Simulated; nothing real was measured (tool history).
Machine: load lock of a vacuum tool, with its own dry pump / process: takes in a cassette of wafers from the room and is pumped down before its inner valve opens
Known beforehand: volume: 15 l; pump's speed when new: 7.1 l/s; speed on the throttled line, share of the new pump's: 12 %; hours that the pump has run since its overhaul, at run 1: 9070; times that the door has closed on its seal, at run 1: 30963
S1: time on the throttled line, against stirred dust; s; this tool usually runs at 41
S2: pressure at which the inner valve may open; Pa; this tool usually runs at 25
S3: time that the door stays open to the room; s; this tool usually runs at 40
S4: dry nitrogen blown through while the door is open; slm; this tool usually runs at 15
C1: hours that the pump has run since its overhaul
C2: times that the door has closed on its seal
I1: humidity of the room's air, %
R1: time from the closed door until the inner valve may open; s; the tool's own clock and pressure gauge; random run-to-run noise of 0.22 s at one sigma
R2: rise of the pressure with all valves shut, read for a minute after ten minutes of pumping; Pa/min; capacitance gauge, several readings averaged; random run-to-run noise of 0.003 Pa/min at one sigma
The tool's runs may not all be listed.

Run 1, day 0.000: usual settings; C1 9070; C2 30963; I1 42.6. Result: R1 53.4 s, R2 0.053 Pa/min.
Run 2, day 6.054: usual settings; C1 9216; C2 31537; I1 46.4. Result: R1 53.7 s, R2 0.060 Pa/min.
Run 3, day 15.712: usual settings; C1 9448; C2 32453; I1 45.2. Result: R1 53.6 s, R2 0.058 Pa/min.
Run 4, day 26.367: usual settings; C1 9703; C2 33463; I1 44.4. Result: R1 53.9 s, R2 0.053 Pa/min.
Run 5, day 37.167: usual settings; C1 9962; C2 34487; I1 44.2. Result: R1 53.8 s, R2 0.055 Pa/min.
Run 6, day 46.167: usual settings; C1 10178; C2 35340; I1 46.8. Result: R1 53.9 s, R2 0.066 Pa/min.
Run 7, day 53.829: usual settings but S3 30 s; C1 10362; C2 36067; I1 45.1. Result: R1 53.4 s, R2 0.044 Pa/min.
Run 8, day 64.621: usual settings but S3 30 s, S4 42 slm; C1 10621; C2 37090; I1 44.0. Result: R1 53.8 s, R2 0.031 Pa/min.
Run 9, day 73.600: usual settings but S3 30 s, S4 42 slm; C1 10837; C2 37942; I1 43.3. Result: R1 53.2 s, R2 0.026 Pa/min.
Run 10, day 78.550: usual settings but S3 30 s, S4 42 slm; C1 10956; C2 38411; I1 46.4. Result: R1 53.4 s, R2 0.035 Pa/min.
At day 84.279: door's seal changed, seat wiped.
Run 11, day 89.942: usual settings; C1 11228; C2 537; I1 46.4. Result: R1 53.4 s, R2 0.058 Pa/min.
Run 12, day 101.550: usual settings; C1 11506; C2 1638; I1 45.7. Result: R1 53.7 s, R2 0.054 Pa/min.
Run 13, day 112.338: usual settings; C1 11765; C2 2661; I1 49.6. Result: R1 53.7 s, R2 0.059 Pa/min.
Run 14, day 123.633: usual settings but S1 52 s; C1 12036; C2 3732; I1 44.6. Result: R1 63.5 s, R2 0.055 Pa/min.
Run 15, day 132.275: usual settings; C1 12244; C2 4551; I1 43.0. Result: R1 53.6 s, R2 0.048 Pa/min.
Run 16, day 139.729: usual settings; C1 12422; C2 5258; I1 44.9. Result: R1 53.7 s, R2 0.053 Pa/min.
Run 17, day 148.221: usual settings; C1 12626; C2 6063; I1 46.1. Result: R1 53.8 s, R2 0.054 Pa/min.
Run 18, day 159.508: usual settings but S3 63 s; C1 12897; C2 7133; I1 44.0. Result: R1 53.5 s, R2 0.071 Pa/min.
Run 19, day 168.538: usual settings but S3 63 s; C1 13114; C2 7989; I1 45.8. Result: R1 53.7 s, R2 0.068 Pa/min.
Run 20, day 173.225: usual settings but S3 46 s, S4 6 slm; C1 13226; C2 8433; I1 40.8. Result: R1 53.9 s, R2 0.063 Pa/min.
Run 21, day 183.133: usual settings but S3 27 s, S4 13 slm; C1 13464; C2 9373; I1 45.9. Result: R1 53.7 s, R2 0.045 Pa/min.
Run 22, day 193.025: usual settings but S2 40 Pa, S3 36 s, S4 18 slm; C1 13702; C2 10311; I1 47.0. Result: R1 52.3 s, R2 0.043 Pa/min.
Run 23, day 201.092: usual settings but S1 31 s, S2 21 Pa, S3 71 s, S4 4 slm; C1 13895; C2 11076; I1 45.2. Result: R1 45.0 s, R2 0.105 Pa/min.
Run 24, day 207.171: usual settings but S2 47 Pa, S3 175 s; C1 14041; C2 11652; I1 45.2. Result: R1 52.2 s, R2 0.144 Pa/min.
Run 25, day 216.879: usual settings but S2 36 Pa, S3 159 s, S4 7 slm; C1 14274; C2 12573; I1 43.7. Result: R1 52.9 s, R2 0.174 Pa/min.

For run 26, what comes out?
Run 26, day 221.583: usual settings but S2 36 Pa, S3 159 s, S4 30 slm; C1 14387; C2 13018; I1 47.0. Result: R1 ?, R2 ?.

{"run 26": {"R1": 52.8, "R2": 0.104}}
Take away the tool's hidden state, keep the run-to-run variation as it was, and the same run would have given R1 52.8 s, R2 0.104 Pa/min.
